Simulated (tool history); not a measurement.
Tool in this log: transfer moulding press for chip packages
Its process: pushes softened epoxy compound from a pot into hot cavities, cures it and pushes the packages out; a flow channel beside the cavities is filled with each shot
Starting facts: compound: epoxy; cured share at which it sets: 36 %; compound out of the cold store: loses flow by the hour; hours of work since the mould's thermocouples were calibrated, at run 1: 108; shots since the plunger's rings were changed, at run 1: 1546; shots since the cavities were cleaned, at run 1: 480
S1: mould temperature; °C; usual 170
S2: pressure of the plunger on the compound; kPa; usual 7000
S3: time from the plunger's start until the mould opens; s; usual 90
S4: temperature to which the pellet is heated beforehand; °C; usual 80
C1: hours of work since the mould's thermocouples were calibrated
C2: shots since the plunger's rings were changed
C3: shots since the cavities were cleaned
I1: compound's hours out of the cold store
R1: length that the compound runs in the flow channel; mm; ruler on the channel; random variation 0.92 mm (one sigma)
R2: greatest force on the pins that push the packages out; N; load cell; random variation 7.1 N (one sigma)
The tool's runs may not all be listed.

run	hour	S1	S2	S3	S4	C1	C2	C3	I1	R1	R2
1	0.0	170	7000	90	80	108	1546	480	34.6	570.4	559
2	25.5	170	7000	90	80	124	1875	809	34.5	569.7	645
# hour 32.6: cavities cleaned with cleaning compound and waxed
3	47.2	170	8770	90	80	138	2134	187	30.5	651.1	443
4	66.9	170	7000	90	80	151	2388	441	28.4	588.6	556
# hour 101.0: cavities cleaned with cleaning compound and waxed
5	101.0	170	7000	90	80	172	2808	0	47.5	523.0	303
# hour 119.4: plunger's sealing rings changed
6	129.2	170	7000	90	80	189	127	331	11.0	666.4	528
7	149.3	170	7000	90	80	202	385	589	37.4	566.5	597
# hour 171.9: cavities cleaned with cleaning compound and waxed
8	175.2	170	7000	90	80	218	700	43	25.8	605.1	334
9	192.8	170	7000	90	80	230	925	268	16.9	636.5	476
10	213.9	170	7000	85	80	244	1197	540	12.2	655.9	631
# hour 240.9: cavities cleaned with cleaning compound and waxed
11	245.5	170	7000	85	80	263	1585	60	12.4	651.0	376
12	274.4	170	7940	96	80	282	1957	432	25.1	641.1	545
13	289.0	162	8250	92	80	292	2145	620	20.4	680.2	819
14	305.0	174	6480	92	79	302	2350	825	25.1	572.1	588
# hour 309.4: cavities cleaned with cleaning compound and waxed
15	338.3	174	6480	93	79	323	2759	371	31.0	552.5	491
16	354.0	171	5900	74	74	334	2962	574	9.9	599.7	759
# hour 359.2: plunger's sealing rings changed
# hour 382.1: cavities cleaned with cleaning compound and waxed
17	385.6	171	5900	74	74	352	321	45	13.2	599.7	412
18	402.1	170	6170	90	80	363	534	258	11.1	622.3	480
19	420.1	176	5650	90	81	374	765	489	20.5	555.1	515
20	436.5	170	7760	123	76	385	976	700	37.1	594.4	570
# hour 450.4: cavities cleaned with cleaning compound and waxed
21	461.9	170	7760	123	73	401	1284	148	25.5	634.9	393

4 options for the next run, each taken on its own from the tool as it stands now. Forecast them:
A	492.8	177	7000	74	74	421	1681	545	22.2	?	?
B	492.8	166	5970	123	83	421	1681	545	24.8	?	?
C	492.8	170	5390	90	80	421	1681	545	15.0	?	?
D	492.8	170	7100	90	80	421	1681	545	45.2	?	?

run	R1	R2
A	606.4	574
B	559.4	566
C	562.2	601
D	538.5	580
Take away the tool's hidden state, keep each run's random variation, and the runs would have read:
run	R1	R2
A	615.8	282
B	568.1	274
C	571.0	301
D	546.9	286
